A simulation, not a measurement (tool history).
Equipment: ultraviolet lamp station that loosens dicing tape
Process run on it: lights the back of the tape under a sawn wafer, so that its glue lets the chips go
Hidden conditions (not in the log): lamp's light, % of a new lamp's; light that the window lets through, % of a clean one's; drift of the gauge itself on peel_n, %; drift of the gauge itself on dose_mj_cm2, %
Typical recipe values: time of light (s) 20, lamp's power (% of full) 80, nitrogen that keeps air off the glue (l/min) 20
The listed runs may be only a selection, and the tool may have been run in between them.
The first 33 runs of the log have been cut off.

run	hour	time of light (s)	lamp's power (% of full)	nitrogen that keeps air off the glue (l/min)	hours of work of the lamp	hours of work since the window was cleaned	force that peels the tape off (N)	light that reached the tape (mJ/cm2)
34	1126.9	12	72	22	1297	473	1.071	80
35	1171.3	12	72	22	1330	506	1.113	81
36	1190.4	24	98	21	1344	520	0.145	217
37	1217.2	15	88	20	1363	539	0.599	125
38	1259.1	15	88	20	1394	570	0.619	120
39	1282.5	15	88	20	1411	587	0.627	120
40	1319.1	15	88	20	1438	614	0.642	116
41	1346.6	15	88	20	1458	634	0.65	118
42	1370.5	20	74	20	1475	651	0.553	131
43	1396.7	20	74	20	1494	670	0.549	130

Forecast each of these 3 alternatives for the next run:
# hour 1400.9: window cleaned of glue's vapour
A	1426.3	11	80	20	1515	19	?	?
# hour 1400.9: window cleaned of glue's vapour
B	1426.3	13	83	10	1515	19	?	?
# hour 1400.9: window cleaned of glue's vapour
C	1426.3	32	74	13	1515	19	?	?

run	force that peels the tape off (N)	light that reached the tape (mJ/cm2)
A	1.008	91
B	1.023	106
C	0.174	242
Without the tool's unlogged condition, the same runs would have read:
run	force that peels the tape off (N)	light that reached the tape (mJ/cm2)
A	0.483	138
B	0.498	164
C	0.071	368
